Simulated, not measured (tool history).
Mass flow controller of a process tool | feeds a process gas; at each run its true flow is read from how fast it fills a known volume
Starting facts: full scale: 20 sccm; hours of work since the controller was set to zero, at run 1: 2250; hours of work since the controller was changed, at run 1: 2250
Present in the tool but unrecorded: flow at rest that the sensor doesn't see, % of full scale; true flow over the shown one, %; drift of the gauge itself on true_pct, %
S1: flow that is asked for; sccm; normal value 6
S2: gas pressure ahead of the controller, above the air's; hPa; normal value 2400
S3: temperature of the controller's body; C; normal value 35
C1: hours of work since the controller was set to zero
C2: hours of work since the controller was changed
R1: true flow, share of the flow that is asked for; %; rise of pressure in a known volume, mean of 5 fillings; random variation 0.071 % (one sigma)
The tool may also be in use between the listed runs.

run    hour  S1    S2  S3    C1    C2      R1
  1     0.0   6  2400  35  2250  2250  100.40
  2   474.2   6  2400  35  2492  2492  100.25
  3   753.5   6  2400  35  2635  2635  100.12
  4  1168.8   6  2400  35  2847  2847  100.00
  5  1508.9   6  2400  35  3021  3021  100.03
  6  1726.5   6  2400  35  3132  3132   99.85
  7  2070.7   6  2400  35  3307  3307   99.78
  8  2538.0   6  2400  35  3546  3546   99.82
  9  2749.1   6  2400  35  3654  3654   99.67
 10  2971.3   5  1940  24  3767  3767   98.88
 11  3263.9   5  1940  24  3917  3917   98.61
 12  3621.1   5  1940  24  4099  4099   98.58
 13  3928.3   6  2400  33  4256  4256   99.13
 14  4206.7   6  2400  33  4398  4398   99.05
 15  4433.7   3  1790  21  4514  4514   98.24
 16  4719.4   3  1790  21  4660  4660   98.16
 17  5186.9   3  1790  21  4899  4899   97.94
 18  5664.6   3  1790  21  5143  5143   97.87

Same runs, no hidden state in the tool, same run-to-run variation:
run      R1
  1  100.41
  2  100.36
  3  100.29
  4  100.27
  5  100.37
  6  100.24
  7  100.25
  8  100.39
  9  100.28
 10   99.54
 11   99.34
 12   99.39
 13  100.01
 14   99.99
 15   99.23
 16   99.21
 17   99.09
 18   99.13

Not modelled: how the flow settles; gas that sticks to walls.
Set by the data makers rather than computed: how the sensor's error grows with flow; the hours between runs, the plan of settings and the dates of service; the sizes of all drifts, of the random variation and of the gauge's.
